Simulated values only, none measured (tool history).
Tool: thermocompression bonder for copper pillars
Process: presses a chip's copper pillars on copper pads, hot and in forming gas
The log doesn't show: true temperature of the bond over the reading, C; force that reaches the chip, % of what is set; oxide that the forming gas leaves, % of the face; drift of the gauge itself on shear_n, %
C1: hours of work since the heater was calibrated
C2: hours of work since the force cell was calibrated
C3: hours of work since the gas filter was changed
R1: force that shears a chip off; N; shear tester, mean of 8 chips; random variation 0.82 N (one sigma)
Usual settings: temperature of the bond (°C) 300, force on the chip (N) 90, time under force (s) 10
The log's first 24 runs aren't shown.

Run 25, hour 1270.3: usual settings but temperature of the bond (°C) 285, force on the chip (N) 94, time under force (s) 6; C1 191; C2 66; C3 102. Result: R1 84.4 N.
Run 26, hour 1345.4: usual settings but temperature of the bond (°C) 285, force on the chip (N) 94, time under force (s) 6; C1 232; C2 107; C3 143. Result: R1 84.8 N.
At hour 1352.2: forming gas filter changed.
Run 27, hour 1413.4: usual settings but temperature of the bond (°C) 285, force on the chip (N) 94, time under force (s) 6; C1 269; C2 145; C3 34. Result: R1 85.5 N.
Run 28, hour 1450.0: usual settings but temperature of the bond (°C) 295, force on the chip (N) 68; C1 289; C2 165; C3 54. Result: R1 96.3 N.
Run 29, hour 1505.5: usual settings but temperature of the bond (°C) 318, force on the chip (N) 92, time under force (s) 25; C1 319; C2 195; C3 84. Result: R1 139.5 N.
Run 30, hour 1565.5: usual settings but force on the chip (N) 78, time under force (s) 6; C1 352; C2 228; C3 117. Result: R1 92.5 N.
At hour 1618.4: forming gas filter changed.
Run 31, hour 1638.9: usual settings but temperature of the bond (°C) 291, force on the chip (N) 67, time under force (s) 6; C1 392; C2 268; C3 11. Result: R1 80.4 N.
Run 32, hour 1708.0: usual settings but temperature of the bond (°C) 309, force on the chip (N) 66, time under force (s) 6; C1 430; C2 306; C3 49. Result: R1 96.1 N.
Run 33, hour 1786.1: usual settings but force on the chip (N) 87; C1 473; C2 349; C3 92. Result: R1 111.4 N.
Run 34, hour 1848.9: usual settings but temperature of the bond (°C) 327, force on the chip (N) 59, time under force (s) 17; C1 508; C2 383; C3 126. Result: R1 129.0 N.
At hour 1885.1: forming gas filter changed.
Run 35, hour 1906.0: usual settings but temperature of the bond (°C) 327, force on the chip (N) 59; C1 539; C2 414; C3 11. Result: R1 120.7 N.
Run 36, hour 1940.9: usual settings but temperature of the bond (°C) 327, force on the chip (N) 59; C1 558; C2 433; C3 31. Result: R1 122.4 N.
Run 37, hour 2007.4: usual settings but temperature of the bond (°C) 318, time under force (s) 12; C1 594; C2 470; C3 67. Result: R1 130.4 N.
Run 38, hour 2057.3: usual settings but temperature of the bond (°C) 318, time under force (s) 12; C1 622; C2 497; C3 95. Result: R1 131.0 N.
Run 39, hour 2096.9: usual settings but temperature of the bond (°C) 288, force on the chip (N) 101, time under force (s) 8; C1 643; C2 519; C3 116. Result: R1 103.9 N.

4 ways to go on from here, each from the tool as it stands after run 39. What would each give?
Run A, hour 2133.4: usual settings but temperature of the bond (°C) 317, force on the chip (N) 63, time under force (s) 7; C1 663; C2 539; C3 136. Result: R1 ?.
Run B, hour 2133.4: usual settings but temperature of the bond (°C) 315, force on the chip (N) 80, time under force (s) 26; C1 663; C2 539; C3 136. Result: R1 ?.
Run C, hour 2133.4: usual settings but temperature of the bond (°C) 303; C1 663; C2 539; C3 136. Result: R1 ?.
Run D, hour 2133.4: usual settings but temperature of the bond (°C) 318, time under force (s) 24; C1 663; C2 539; C3 136. Result: R1 ?.

run     R1
  A  107.7
  B  136.5
  C  117.8
  D  138.8
Without the tool's hidden state the same runs would have given:
run     R1
  A   99.9
  B  134.5
  C  110.8
  D  137.7

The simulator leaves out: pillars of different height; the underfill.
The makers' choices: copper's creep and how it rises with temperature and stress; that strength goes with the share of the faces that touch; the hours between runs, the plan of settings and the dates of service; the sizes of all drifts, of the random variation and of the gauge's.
